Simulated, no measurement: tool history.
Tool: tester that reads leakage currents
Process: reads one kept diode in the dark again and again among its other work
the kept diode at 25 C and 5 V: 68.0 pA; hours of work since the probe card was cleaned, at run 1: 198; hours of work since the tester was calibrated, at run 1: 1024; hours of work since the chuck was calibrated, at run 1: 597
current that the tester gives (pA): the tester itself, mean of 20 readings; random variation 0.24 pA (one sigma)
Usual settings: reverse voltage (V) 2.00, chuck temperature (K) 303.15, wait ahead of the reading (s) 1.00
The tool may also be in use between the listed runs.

| run | hour | reverse voltage (V) | chuck temperature (K) | wait ahead of the reading (s) | hours of work since the probe card was cleaned | hours of work since the tester was calibrated | hours of work since the chuck was calibrated | current that the tester gives (pA) |
|---|---|---|---|---|---|---|---|---|
| 1 | 0.0 | 2.00 | 303.15 | 1.00 | 198 | 1024 | 597 | 79.68 |
| 2 | 35.6 | 2.00 | 303.15 | 1.03 | 217 | 1043 | 616 | 79.81 |
| 3 | 68.6 | 2.00 | 300.15 | 1.00 | 235 | 1061 | 633 | 60.93 |
| 4 | 100.1 | 2.00 | 300.15 | 1.00 | 251 | 1078 | 650 | 61.04 |
|  | 106.2 | tester calibrated |
| 5 | 138.1 | 2.00 | 300.15 | 1.00 | 271 | 17 | 669 | 60.90 |
| 6 | 182.9 | 2.91 | 303.15 | 1.00 | 294 | 41 | 693 | 93.63 |
| 7 | 210.6 | 2.00 | 309.15 | 1.00 | 309 | 56 | 708 | 137.37 |
| 8 | 253.5 | 2.00 | 323.15 | 1.00 | 332 | 78 | 731 | 443.79 |
| 9 | 296.5 | 4.99 | 300.15 | 1.14 | 355 | 101 | 754 | 88.43 |
|  | 311.3 | tester calibrated, once more |
| 10 | 353.2 | 2.40 | 300.15 | 1.38 | 384 | 22 | 783 | 65.89 |
| 11 | 410.2 | 2.32 | 300.15 | 1.91 | 415 | 53 | 813 | 64.95 |
| 12 | 463.7 | 8.70 | 300.15 | 2.36 | 443 | 81 | 842 | 109.85 |
| 13 | 499.3 | 13.42 | 321.15 | 6.40 | 462 | 100 | 861 | 776.91 |

Forecast each of these 4 alternatives for the next run:
| A | 526.8 | 1.91 | 321.15 | 1.39 | 477 | 115 | 875 | ? |
| B | 526.8 | 10.28 | 299.15 | 6.40 | 477 | 115 | 875 | ? |
| C | 526.8 | 2.62 | 303.15 | 1.00 | 477 | 115 | 875 | ? |
| D | 526.8 | 3.43 | 303.15 | 0.52 | 477 | 115 | 875 | ? |

| run | current that the tester gives (pA) |
|---|---|
| A | 369.27 |
| B | 107.29 |
| C | 89.70 |
| D | 101.43 |
Without the tool's hidden state the same runs would have given:
| run | current that the tester gives (pA) |
|---|---|
| A | 354.86 |
| B | 99.17 |
| C | 85.09 |
| D | 96.09 |
